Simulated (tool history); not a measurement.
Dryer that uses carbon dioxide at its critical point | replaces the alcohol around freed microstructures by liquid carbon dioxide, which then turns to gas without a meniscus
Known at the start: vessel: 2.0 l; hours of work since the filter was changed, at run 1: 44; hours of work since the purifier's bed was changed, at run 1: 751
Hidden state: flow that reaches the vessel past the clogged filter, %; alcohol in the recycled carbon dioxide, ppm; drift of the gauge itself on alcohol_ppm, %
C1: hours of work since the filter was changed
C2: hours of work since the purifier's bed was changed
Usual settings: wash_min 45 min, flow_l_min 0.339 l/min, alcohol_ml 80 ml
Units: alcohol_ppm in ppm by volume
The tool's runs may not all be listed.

Run 1, hour 0.0: usual settings; C1 44; C2 751. Result: alcohol_ppm 253 ppm by volume.
Run 2, hour 33.1: usual settings; C1 63; C2 770. Result: alcohol_ppm 259 ppm by volume.
Run 3, hour 51.9: usual settings; C1 74; C2 780. Result: alcohol_ppm 274 ppm by volume.
Run 4, hour 77.7: usual settings; C1 88; C2 795. Result: alcohol_ppm 278 ppm by volume.
Run 5, hour 98.9: usual settings; C1 100; C2 807. Result: alcohol_ppm 272 ppm by volume.
Run 6, hour 121.9: usual settings; C1 113; C2 820. Result: alcohol_ppm 291 ppm by volume.
Run 7, hour 145.0: usual settings but wash_min 50 min, flow_l_min 0.245 l/min, alcohol_ml 49 ml; C1 127; C2 833. Result: alcohol_ppm 430 ppm by volume.
Run 8, hour 161.0: usual settings but wash_min 46 min; C1 136; C2 842. Result: alcohol_ppm 300 ppm by volume.
Run 9, hour 177.8: usual settings but wash_min 46 min, flow_l_min 0.210 l/min, alcohol_ml 73 ml; C1 145; C2 852. Result: alcohol_ppm 1276 ppm by volume.
Run 10, hour 209.4: usual settings but wash_min 28 min, flow_l_min 0.476 l/min, alcohol_ml 48 ml; C1 163; C2 870. Result: alcohol_ppm 365 ppm by volume.
Run 11, hour 239.4: usual settings but wash_min 28 min, flow_l_min 0.545 l/min, alcohol_ml 48 ml; C1 180; C2 887. Result: alcohol_ppm 270 ppm by volume.

5 ways to go on from here, each from the tool as it stands after run 11. What would each give?
Run A, hour 253.8: usual settings but alcohol_ml 39 ml; C1 188; C2 895. Result: alcohol_ppm ?.
Run B, hour 253.8: usual settings but wash_min 55 min, flow_l_min 0.573 l/min, alcohol_ml 22 ml; C1 188; C2 895. Result: alcohol_ppm ?.
Run C, hour 253.8: usual settings but wash_min 35 min, flow_l_min 0.545 l/min, alcohol_ml 48 ml; C1 188; C2 895. Result: alcohol_ppm ?.
Run D, hour 253.8: usual settings but wash_min 28 min, flow_l_min 0.483 l/min, alcohol_ml 48 ml; C1 188; C2 895. Result: alcohol_ppm ?.
Run E, hour 253.8: usual settings but wash_min 68 min; C1 188; C2 895. Result: alcohol_ppm ?.

run  alcohol_ppm
  A          255
  B          150
  C          197
  D          372
  E          189
Without the tool's hidden state the same runs would have given:
run  alcohol_ppm
  A           51
  B            0
  C           22
  D          122
  E           20

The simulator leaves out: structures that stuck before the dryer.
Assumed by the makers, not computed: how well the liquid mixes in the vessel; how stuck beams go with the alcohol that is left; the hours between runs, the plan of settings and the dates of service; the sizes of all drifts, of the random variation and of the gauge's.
